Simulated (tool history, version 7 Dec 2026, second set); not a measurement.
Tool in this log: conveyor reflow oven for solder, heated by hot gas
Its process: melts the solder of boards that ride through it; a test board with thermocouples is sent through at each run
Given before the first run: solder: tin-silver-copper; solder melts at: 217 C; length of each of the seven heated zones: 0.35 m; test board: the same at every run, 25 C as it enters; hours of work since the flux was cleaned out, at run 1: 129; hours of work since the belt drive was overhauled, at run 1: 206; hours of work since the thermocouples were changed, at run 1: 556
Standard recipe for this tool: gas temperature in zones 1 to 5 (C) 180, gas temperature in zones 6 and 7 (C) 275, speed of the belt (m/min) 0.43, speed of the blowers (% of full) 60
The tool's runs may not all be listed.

| run | day | gas temperature in zones 1 to 5 (C) | gas temperature in zones 6 and 7 (C) | speed of the belt (m/min) | speed of the blowers (% of full) | hours of work since the flux was cleaned out | hours of work since the belt drive was overhauled | hours of work since the thermocouples were changed | highest temperature of the board (C) | time above the solder's melting point (s) |
|---|---|---|---|---|---|---|---|---|---|---|
| 1 | 0 | 180 | 275 | 0.43 | 60 | 129 | 206 | 556 | 257.1 | 80 |
| 2 | 0.271 | 180 | 275 | 0.43 | 60 | 133 | 210 | 560 | 257.1 | 80 |
| 3 | 0.467 | 180 | 275 | 0.43 | 60 | 136 | 212 | 563 | 257.2 | 80.1 |
| 4 | 0.862 | 180 | 275 | 0.43 | 60 | 142 | 218 | 568 | 257.3 | 79.9 |
| 5 | 1.142 | 180 | 275 | 0.422 | 60 | 146 | 222 | 573 | 257.8 | 82.3 |
| 6 | 1.496 | 180 | 275 | 0.414 | 60 | 151 | 227 | 578 | 258.5 | 84.2 |
| 7 | 1.883 | 180 | 275 | 0.414 | 60 | 157 | 233 | 584 | 258 | 84.3 |
| 8 | 2.204 | 180 | 275 | 0.414 | 60 | 161 | 238 | 588 | 258.2 | 84.3 |
| 9 | 2.579 | 180 | 275 | 0.414 | 52 | 167 | 243 | 594 | 256.6 | 82.3 |
| 10 | 3.025 | 180 | 275 | 0.414 | 52 | 173 | 250 | 600 | 256.5 | 82.1 |
| 11 | 3.412 | 168 | 275 | 0.43 | 60 | 179 | 256 | 606 | 254.7 | 72.4 |
| 12 | 3.708 | 168 | 275 | 0.43 | 60 | 183 | 260 | 610 | 254.7 | 72.5 |
| 13 | 4.096 | 180 | 275 | 0.43 | 60 | 189 | 266 | 616 | 256.9 | 80.1 |
| 14 | 4.471 | 180 | 275 | 0.43 | 60 | 195 | 271 | 621 | 256.9 | 79.7 |
| 15 | 4.792 | 193 | 275 | 0.43 | 60 | 199 | 276 | 626 | 259.2 | 88.8 |
| 16 | 5.2 | 193 | 275 | 0.43 | 60 | 205 | 282 | 632 | 259.2 | 88.9 |
| 17 | 5.45 | 167 | 275 | 0.5 | 60 | 209 | 286 | 636 | 248.4 | 55 |
| 18 | 5.646 | 167 | 275 | 0.5 | 60 | 212 | 288 | 639 | 248.5 | 54.8 |
| 19 | 5.862 | 190 | 277 | 0.353 | 56 | 215 | 292 | 642 | 265 | 111.4 |
| 20 | 6.283 | 191 | 275 | 0.43 | 60 | 221 | 298 | 648 | 258.4 | 87.4 |
| 21 | 6.475 | 191 | 275 | 0.43 | 60 | 224 | 301 | 651 | 259 | 87.4 |
| 22 | 6.921 | 191 | 275 | 0.468 | 60 | 230 | 307 | 657 | 256.2 | 77.7 |
| 23 | 7.117 | 171 | 267 | 0.43 | 57 | 233 | 310 | 660 | 247.2 | 66.2 |
| 24 | 7.542 | 176 | 272 | 0.43 | 64 | 240 | 316 | 667 | 254.2 | 76 |
| 25 | 7.946 | 176 | 272 | 0.43 | 64 | 246 | 322 | 673 | 253.9 | 75.7 |
| 26 | 8.379 | 180 | 278 | 0.346 | 60 | 252 | 329 | 679 | 265.4 | 108.5 |
| 27 | 8.788 | 194 | 274 | 0.425 | 84 | 258 | 335 | 685 | 262 | 93.2 |
| 28 | 9.221 | 166 | 284 | 0.477 | 86 | 264 | 341 | 691 | 263.8 | 71.2 |
| 29 | 9.658 | 182 | 284 | 0.356 | 64 | 271 | 347 | 698 | 271.5 | 110.3 |
| 30 | 9.979 | 182 | 284 | 0.356 | 64 | 275 | 352 | 702 | 271.2 | 110.3 |
| 31 | 10.204 | 191 | 264 | 0.375 | 79 | 279 | 355 | 706 | 254.8 | 98.8 |

The same runs without the tool's hidden state, with the same run-to-run variation:
Hidden conditions of the tool in this case: heat that the gas passes to the board, % of a clean oven's; belt's true speed, % of the reading; true gas temperature in zones 6 and 7 over the reading, C; drift of the gauge itself on peak_c, C; drift of the gauge itself on liquid_s, %.
| run | highest temperature of the board (C) | time above the solder's melting point (s) |
|---|---|---|
| 1 | 258.9 | 81.3 |
| 2 | 258.9 | 81.3 |
| 3 | 258.9 | 81.4 |
| 4 | 259.1 | 81.2 |
| 5 | 259.6 | 83.6 |
| 6 | 260.3 | 85.6 |
| 7 | 259.9 | 85.7 |
| 8 | 260.1 | 85.7 |
| 9 | 258.5 | 83.8 |
| 10 | 258.4 | 83.6 |
| 11 | 256.8 | 74.1 |
| 12 | 256.8 | 74.2 |
| 13 | 258.9 | 81.6 |
| 14 | 258.9 | 81.3 |
| 15 | 261.2 | 90 |
| 16 | 261.3 | 90.2 |
| 17 | 250.6 | 57.1 |
| 18 | 250.7 | 57 |
| 19 | 267 | 112.5 |
| 20 | 260.6 | 88.7 |
| 21 | 261.1 | 88.7 |
| 22 | 258.3 | 79.2 |
| 23 | 249.4 | 68.5 |
| 24 | 256.5 | 77.9 |
| 25 | 256.3 | 77.7 |
| 26 | 267.7 | 109.8 |
| 27 | 264.4 | 94.2 |
| 28 | 266.6 | 72.8 |
| 29 | 273.9 | 111.4 |
| 30 | 273.7 | 111.4 |
| 31 | 257.2 | 100.4 |

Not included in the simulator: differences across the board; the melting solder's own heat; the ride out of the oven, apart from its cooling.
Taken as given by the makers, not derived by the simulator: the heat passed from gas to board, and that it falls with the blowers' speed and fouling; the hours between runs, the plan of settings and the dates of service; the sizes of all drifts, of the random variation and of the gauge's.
